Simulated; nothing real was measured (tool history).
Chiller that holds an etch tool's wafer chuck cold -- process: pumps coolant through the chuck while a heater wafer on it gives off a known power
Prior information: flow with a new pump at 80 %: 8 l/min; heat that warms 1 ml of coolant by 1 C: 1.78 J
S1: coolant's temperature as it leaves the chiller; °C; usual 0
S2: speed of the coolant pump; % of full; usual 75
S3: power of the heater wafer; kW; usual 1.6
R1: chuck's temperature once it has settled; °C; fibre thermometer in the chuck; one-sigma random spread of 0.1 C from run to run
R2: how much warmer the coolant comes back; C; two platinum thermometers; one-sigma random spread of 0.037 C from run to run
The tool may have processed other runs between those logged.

Run 1, hour 0: usual settings. Result: R1 15.7 °C, R2 7.61 C.
Run 2, hour 152.3: usual settings. Result: R1 16 °C, R2 7.54 C.
At hour 225.5: chiller's thermometer calibrated.
Run 3, hour 246.5: usual settings. Result: R1 15.4 °C, R2 7.55 C.
Run 4, hour 338.3: usual settings. Result: R1 15.5 °C, R2 7.55 C.
Run 5, hour 422.3: usual settings. Result: R1 15.5 °C, R2 7.63 C.
Run 6, hour 578.1: usual settings but S3 0.899 kW. Result: R1 8.9 °C, R2 4.28 C.
Run 7, hour 728.2: usual settings but S3 0.899 kW. Result: R1 8.8 °C, R2 4.26 C.
Run 8, hour 846.2: usual settings but S1 8 °C. Result: R1 23.9 °C, R2 7.65 C.
Run 9, hour 998.9: usual settings but S1 8 °C. Result: R1 24 °C, R2 7.62 C.
Run 10, hour 1110.2: usual settings but S3 0.853 kW. Result: R1 8.7 °C, R2 4.07 C.
Run 11, hour 1207.6: usual settings but S1 8 °C. Result: R1 23.8 °C, R2 7.63 C.
Run 12, hour 1365.5: usual settings but S1 1 °C, S2 60 % of full, S3 2.245 kW. Result: R1 28.4 °C, R2 13.45 C.
Run 13, hour 1494.1: usual settings but S1 7 °C. Result: R1 23.1 °C, R2 7.67 C.
Run 14, hour 1653.2: usual settings but S1 7 °C. Result: R1 23.2 °C, R2 7.68 C.
Run 15, hour 1739.6: usual settings but S1 5 °C, S2 94 % of full, S3 1.817 kW. Result: R1 19.8 °C, R2 6.91 C.
Run 16, hour 1905.8: usual settings but S1 5 °C, S2 94 % of full, S3 1.817 kW. Result: R1 19.9 °C, R2 6.89 C.
Run 17, hour 2004.8: usual settings but S1 -2 °C, S2 94 % of full, S3 0.989 kW. Result: R1 6.3 °C, R2 3.75 C.
Run 18, hour 2140.4: usual settings but S1 -1 °C, S2 94 % of full, S3 2.351 kW. Result: R1 18.5 °C, R2 9.01 C.
Run 19, hour 2310.4: usual settings but S1 -1 °C, S2 71 % of full, S3 1.489 kW. Result: R1 15 °C, R2 7.62 C.
Run 20, hour 2441.9: usual settings but S1 -2 °C. Result: R1 14.5 °C, R2 7.76 C.
Run 21, hour 2531.3: usual settings but S1 -2 °C. Result: R1 14.5 °C, R2 7.68 C.

Branching from run 21: 4 alternative next runs. What would each branch give?
Run A, hour 2686.9: usual settings but S1 -2 °C, S2 83 % of full, S3 1.771 kW. Result: R1 ?, R2 ?.
Run B, hour 2686.9: usual settings but S1 9 °C, S2 94 % of full. Result: R1 ?, R2 ?.
Run C, hour 2686.9: usual settings but S1 -6 °C, S2 77 % of full, S3 0.953 kW. Result: R1 ?, R2 ?.
Run D, hour 2686.9: usual settings but S1 6 °C, S2 84 % of full, S3 1.383 kW. Result: R1 ?, R2 ?.

run    R1    R2
  A  14.8   7.8
  B  22.6   6.1
  C   3.7  4.49
  D    19     6
Without the tool's unlogged condition, the same runs would have read:
run    R1    R2
  A  12.8  7.25
  B  20.9  5.67
  C   2.5  4.17
  D  17.4  5.58
